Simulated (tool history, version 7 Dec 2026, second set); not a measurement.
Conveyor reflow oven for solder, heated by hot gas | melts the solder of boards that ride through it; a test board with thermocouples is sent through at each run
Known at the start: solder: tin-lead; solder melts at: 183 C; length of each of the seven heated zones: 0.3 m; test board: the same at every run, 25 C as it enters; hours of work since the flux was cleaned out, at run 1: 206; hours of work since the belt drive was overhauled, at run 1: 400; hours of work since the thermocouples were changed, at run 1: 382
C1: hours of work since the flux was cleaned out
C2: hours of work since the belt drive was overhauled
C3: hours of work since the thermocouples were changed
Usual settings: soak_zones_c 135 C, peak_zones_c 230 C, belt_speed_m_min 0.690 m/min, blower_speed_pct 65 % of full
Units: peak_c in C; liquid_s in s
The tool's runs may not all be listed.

{"run": 1, "hour": 0.0, "soak_zones_c": 135, "peak_zones_c": 230, "belt_speed_m_min": 0.69, "blower_speed_pct": 65, "C1": 206, "C2": 400, "C3": 382, "peak_c": 216.8, "liquid_s": 38.6}
{"run": 2, "hour": 14.3, "soak_zones_c": 135, "peak_zones_c": 230, "belt_speed_m_min": 0.69, "blower_speed_pct": 65, "C1": 215, "C2": 409, "C3": 391, "peak_c": 216.9, "liquid_s": 38.9}
{"run": 3, "hour": 29.3, "soak_zones_c": 135, "peak_zones_c": 230, "belt_speed_m_min": 0.69, "blower_speed_pct": 65, "C1": 225, "C2": 419, "C3": 401, "peak_c": 217.4, "liquid_s": 38.5}
{"run": 4, "hour": 47.5, "soak_zones_c": 135, "peak_zones_c": 230, "belt_speed_m_min": 0.69, "blower_speed_pct": 65, "C1": 237, "C2": 431, "C3": 413, "peak_c": 216.9, "liquid_s": 38.9}
{"run": 5, "hour": 61.0, "soak_zones_c": 135, "peak_zones_c": 230, "belt_speed_m_min": 0.69, "blower_speed_pct": 65, "C1": 246, "C2": 440, "C3": 422, "peak_c": 217.6, "liquid_s": 39.0}
{"run": 6, "hour": 74.5, "soak_zones_c": 135, "peak_zones_c": 230, "belt_speed_m_min": 0.69, "blower_speed_pct": 65, "C1": 255, "C2": 448, "C3": 431, "peak_c": 217.1, "liquid_s": 38.8}
{"hour": 82.0, "done": "flux residue cleaned out of gas plates and filters"}
{"run": 7, "hour": 93.4, "soak_zones_c": 135, "peak_zones_c": 230, "belt_speed_m_min": 0.69, "blower_speed_pct": 65, "C1": 7, "C2": 458, "C3": 440, "peak_c": 218.0, "liquid_s": 39.6}
{"run": 8, "hour": 111.6, "soak_zones_c": 135, "peak_zones_c": 230, "belt_speed_m_min": 0.69, "blower_speed_pct": 62, "C1": 19, "C2": 469, "C3": 452, "peak_c": 217.4, "liquid_s": 39.0}
{"run": 9, "hour": 121.6, "soak_zones_c": 135, "peak_zones_c": 230, "belt_speed_m_min": 0.69, "blower_speed_pct": 62, "C1": 26, "C2": 476, "C3": 458, "peak_c": 217.6, "liquid_s": 38.9}
{"run": 10, "hour": 136.2, "soak_zones_c": 135, "peak_zones_c": 230, "belt_speed_m_min": 0.667, "blower_speed_pct": 65, "C1": 36, "C2": 486, "C3": 468, "peak_c": 219.0, "liquid_s": 41.8}
{"run": 11, "hour": 146.5, "soak_zones_c": 135, "peak_zones_c": 230, "belt_speed_m_min": 0.667, "blower_speed_pct": 65, "C1": 42, "C2": 492, "C3": 475, "peak_c": 219.8, "liquid_s": 41.5}
{"run": 12, "hour": 163.0, "soak_zones_c": 135, "peak_zones_c": 230, "belt_speed_m_min": 0.667, "blower_speed_pct": 65, "C1": 53, "C2": 503, "C3": 485, "peak_c": 218.9, "liquid_s": 41.8}
{"run": 13, "hour": 179.7, "soak_zones_c": 135, "peak_zones_c": 230, "belt_speed_m_min": 0.69, "blower_speed_pct": 65, "C1": 64, "C2": 514, "C3": 496, "peak_c": 218.4, "liquid_s": 39.6}
{"run": 14, "hour": 190.9, "soak_zones_c": 135, "peak_zones_c": 230, "belt_speed_m_min": 0.69, "blower_speed_pct": 65, "C1": 71, "C2": 521, "C3": 504, "peak_c": 217.9, "liquid_s": 39.8}
{"run": 15, "hour": 208.5, "soak_zones_c": 135, "peak_zones_c": 230, "belt_speed_m_min": 0.69, "blower_speed_pct": 65, "C1": 83, "C2": 533, "C3": 515, "peak_c": 218.2, "liquid_s": 39.5}
{"run": 16, "hour": 219.7, "soak_zones_c": 135, "peak_zones_c": 230, "belt_speed_m_min": 0.712, "blower_speed_pct": 65, "C1": 90, "C2": 540, "C3": 523, "peak_c": 217.4, "liquid_s": 37.4}
{"run": 17, "hour": 237.8, "soak_zones_c": 135, "peak_zones_c": 230, "belt_speed_m_min": 0.712, "blower_speed_pct": 65, "C1": 102, "C2": 552, "C3": 534, "peak_c": 217.0, "liquid_s": 37.9}
{"run": 18, "hour": 254.2, "soak_zones_c": 135, "peak_zones_c": 220, "belt_speed_m_min": 0.69, "blower_speed_pct": 63, "C1": 113, "C2": 563, "C3": 545, "peak_c": 208.8, "liquid_s": 34.0}
{"hour": 262.0, "done": "thermocouples of zones 6 and 7 changed"}
{"run": 19, "hour": 264.9, "soak_zones_c": 130, "peak_zones_c": 230, "belt_speed_m_min": 0.818, "blower_speed_pct": 65, "C1": 119, "C2": 569, "C3": 2, "peak_c": 209.3, "liquid_s": 26.8}
{"run": 20, "hour": 278.8, "soak_zones_c": 126, "peak_zones_c": 230, "belt_speed_m_min": 0.653, "blower_speed_pct": 65, "C1": 128, "C2": 578, "C3": 11, "peak_c": 215.6, "liquid_s": 39.0}
{"run": 21, "hour": 287.3, "soak_zones_c": 126, "peak_zones_c": 230, "belt_speed_m_min": 0.653, "blower_speed_pct": 65, "C1": 133, "C2": 583, "C3": 17, "peak_c": 216.4, "liquid_s": 39.2}
{"run": 22, "hour": 297.6, "soak_zones_c": 135, "peak_zones_c": 230, "belt_speed_m_min": 0.553, "blower_speed_pct": 74, "C1": 140, "C2": 590, "C3": 23, "peak_c": 223.0, "liquid_s": 53.7}
{"run": 23, "hour": 309.8, "soak_zones_c": 128, "peak_zones_c": 230, "belt_speed_m_min": 0.657, "blower_speed_pct": 86, "C1": 148, "C2": 598, "C3": 31, "peak_c": 220.2, "liquid_s": 41.9}
{"run": 24, "hour": 325.6, "soak_zones_c": 128, "peak_zones_c": 230, "belt_speed_m_min": 0.657, "blower_speed_pct": 76, "C1": 158, "C2": 608, "C3": 42, "peak_c": 218.6, "liquid_s": 40.8}
{"run": 25, "hour": 343.7, "soak_zones_c": 128, "peak_zones_c": 230, "belt_speed_m_min": 0.597, "blower_speed_pct": 78, "C1": 170, "C2": 620, "C3": 54, "peak_c": 220.6, "liquid_s": 47.3}
{"run": 26, "hour": 360.1, "soak_zones_c": 128, "peak_zones_c": 230, "belt_speed_m_min": 0.553, "blower_speed_pct": 89, "C1": 181, "C2": 631, "C3": 64, "peak_c": 224.4, "liquid_s": 52.9}
{"run": 27, "hour": 372.9, "soak_zones_c": 128, "peak_zones_c": 241, "belt_speed_m_min": 0.553, "blower_speed_pct": 66, "C1": 189, "C2": 639, "C3": 73, "peak_c": 231.3, "liquid_s": 55.4}
{"run": 28, "hour": 384.7, "soak_zones_c": 147, "peak_zones_c": 241, "belt_speed_m_min": 0.553, "blower_speed_pct": 78, "C1": 197, "C2": 647, "C3": 80, "peak_c": 234.3, "liquid_s": 61.1}
{"run": 29, "hour": 398.3, "soak_zones_c": 147, "peak_zones_c": 241, "belt_speed_m_min": 0.553, "blower_speed_pct": 78, "C1": 206, "C2": 656, "C3": 89, "peak_c": 234.6, "liquid_s": 61.3}
{"run": 30, "hour": 413.0, "soak_zones_c": 147, "peak_zones_c": 241, "belt_speed_m_min": 0.569, "blower_speed_pct": 89, "C1": 216, "C2": 666, "C3": 99, "peak_c": 235.2, "liquid_s": 59.7}
{"run": 31, "hour": 423.4, "soak_zones_c": 147, "peak_zones_c": 241, "belt_speed_m_min": 0.569, "blower_speed_pct": 89, "C1": 223, "C2": 673, "C3": 106, "peak_c": 235.9, "liquid_s": 59.8}

Measured less the same run without the tool's hidden state. The same run-to-run variation is in both; the gauge's scatter may not be:
The hidden state here: heat that the gas passes to the board, % of a clean oven's; belt's true speed, % of the reading; true gas temperature in zones 6 and 7 over the reading, C; drift of the gauge itself on peak_c, C; drift of the gauge itself on liquid_s, %.
run=1 peak_c=+0.5 liquid_s=+0.2
run=2 peak_c=+0.5 liquid_s=+0.2
run=3 peak_c=+0.5 liquid_s=+0.2
run=4 peak_c=+0.5 liquid_s=+0.2
run=5 peak_c=+0.5 liquid_s=+0.2
run=6 peak_c=+0.4 liquid_s=+0.2
run=7 peak_c=+1.8 liquid_s=+1.1
run=8 peak_c=+1.7 liquid_s=+1.1
run=9 peak_c=+1.7 liquid_s=+1.0
run=10 peak_c=+1.7 liquid_s=+1.0
run=11 peak_c=+1.7 liquid_s=+1.0
run=12 peak_c=+1.7 liquid_s=+1.0
run=13 peak_c=+1.7 liquid_s=+1.1
run=14 peak_c=+1.6 liquid_s=+1.0
run=15 peak_c=+1.7 liquid_s=+0.9
run=16 peak_c=+1.6 liquid_s=+0.9
run=17 peak_c=+1.6 liquid_s=+0.9
run=18 peak_c=+1.7 liquid_s=+1.2
run=19 peak_c=-0.8 liquid_s=-0.4
run=20 peak_c=-0.7 liquid_s=-0.3
run=21 peak_c=-0.7 liquid_s=-0.2
run=22 peak_c=-0.5 liquid_s=+0.0
run=23 peak_c=-0.8 liquid_s=-0.2
run=24 peak_c=-0.8 liquid_s=-0.2
run=25 peak_c=-0.7 liquid_s=-0.2
run=26 peak_c=-0.6 liquid_s=-0.1
run=27 peak_c=-0.7 liquid_s=+0.1
run=28 peak_c=-0.5 liquid_s=+0.3
run=29 peak_c=-0.5 liquid_s=+0.2
run=30 peak_c=-0.6 liquid_s=+0.3
run=31 peak_c=-0.5 liquid_s=+0.2

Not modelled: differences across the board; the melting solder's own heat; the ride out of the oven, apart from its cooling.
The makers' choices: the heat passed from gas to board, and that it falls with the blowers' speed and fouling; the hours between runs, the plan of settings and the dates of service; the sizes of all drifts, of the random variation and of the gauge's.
